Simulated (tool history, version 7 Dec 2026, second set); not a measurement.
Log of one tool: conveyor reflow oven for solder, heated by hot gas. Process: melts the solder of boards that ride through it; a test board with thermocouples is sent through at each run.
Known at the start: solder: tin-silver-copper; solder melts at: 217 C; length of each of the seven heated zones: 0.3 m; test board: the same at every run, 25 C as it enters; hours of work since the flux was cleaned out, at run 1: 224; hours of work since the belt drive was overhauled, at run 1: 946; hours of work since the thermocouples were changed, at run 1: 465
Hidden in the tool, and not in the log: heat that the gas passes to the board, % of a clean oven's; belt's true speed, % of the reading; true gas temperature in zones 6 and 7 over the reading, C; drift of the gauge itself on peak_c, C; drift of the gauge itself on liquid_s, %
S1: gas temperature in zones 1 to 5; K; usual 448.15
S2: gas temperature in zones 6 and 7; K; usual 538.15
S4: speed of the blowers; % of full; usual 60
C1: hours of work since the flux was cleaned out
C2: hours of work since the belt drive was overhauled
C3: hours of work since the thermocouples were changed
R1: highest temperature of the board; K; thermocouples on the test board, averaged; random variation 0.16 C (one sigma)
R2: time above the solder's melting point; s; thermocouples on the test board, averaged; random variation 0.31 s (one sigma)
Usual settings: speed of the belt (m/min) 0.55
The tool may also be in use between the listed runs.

Run 1, hour 0: usual settings; C1 224; C2 946; C3 465. Result: R1 518.25 K, R2 44.6 s.
At hour 32.2: flux residue cleaned out of gas plates and filters.
Run 2, hour 97.9: usual settings but S4 89 % of full; C1 48; C2 1014; C3 533. Result: R1 526.55 K, R2 51.5 s.
Run 3, hour 191.7: usual settings; C1 116; C2 1082; C3 602. Result: R1 518.85 K, R2 44.5 s.
Run 4, hour 240.4: usual settings but S1 440.15 K; C1 152; C2 1118; C3 637. Result: R1 517.25 K, R2 40.2 s.
Run 5, hour 295.1: usual settings but S1 440.15 K; C1 192; C2 1157; C3 677. Result: R1 516.75 K, R2 40.8 s.
Run 6, hour 363.3: usual settings but S1 440.15 K; C1 241; C2 1207; C3 727. Result: R1 516.85 K, R2 40.4 s.
At hour 373.4: flux residue cleaned out of gas plates and filters.
Run 7, hour 455.6: usual settings but S1 440.15 K; C1 60; C2 1271; C3 790. Result: R1 517.95 K, R2 41.5 s.
Run 8, hour 529.7: usual settings but S1 440.15 K; C1 114; C2 1325; C3 844. Result: R1 517.95 K, R2 41.4 s.
Run 9, hour 575.2: usual settings but S1 440.15 K; C1 147; C2 1358; C3 877. Result: R1 517.65 K, R2 41.2 s.
Run 10, hour 655.5: usual settings but S1 440.15 K, S2 539.15 K; C1 206; C2 1416; C3 936. Result: R1 518.25 K, R2 42.2 s.
At hour 716: flux residue cleaned out of gas plates and filters.
At hour 740.3: thermocouples of zones 6 and 7 changed.
Run 11, hour 743.5: usual settings but S1 440.15 K, S2 539.15 K; C1 19; C2 1475; C3 2. Result: R1 518.55 K, R2 42.2 s.
Run 12, hour 787.8: usual settings but S1 440.15 K, S2 539.15 K, speed of the belt (m/min) 0.622; C1 51; C2 1508; C3 35. Result: R1 513.75 K, R2 32.8 s.
At hour 800.8: belt drive overhauled, speed set with a stopwatch.
Run 13, hour 837.2: usual settings but speed of the belt (m/min) 0.642; C1 84; C2 27; C3 68. Result: R1 512.05 K, R2 31 s.
Run 14, hour 885.5: usual settings but S1 458.15 K, S2 549.15 K, speed of the belt (m/min) 0.588, S4 69 % of full; C1 119; C2 62; C3 103. Result: R1 529.75 K, R2 50.8 s.
Run 15, hour 969.5: usual settings but S2 532.15 K, speed of the belt (m/min) 0.473; C1 180; C2 123; C3 164. Result: R1 517.65 K, R2 51.3 s.
Run 16, hour 1023.7: usual settings but S1 442.15 K, S2 541.15 K, speed of the belt (m/min) 0.466, S4 66 % of full; C1 220; C2 162; C3 204. Result: R1 526.75 K, R2 57.7 s.

Forecast run 17:
At hour 1059.8: flux residue cleaned out of gas plates and filters.
Run 17, hour 1103.8: usual settings but S1 442.15 K, S2 541.15 K, speed of the belt (m/min) 0.466, S4 66 % of full; C1 32; C2 217; C3 258. Result: R1 ?, R2 ?.

R1: 527.35 K
R2: 58.9 s
Without the tool's hidden state the same run would have given R1 527.05 K, R2 58.5 s.
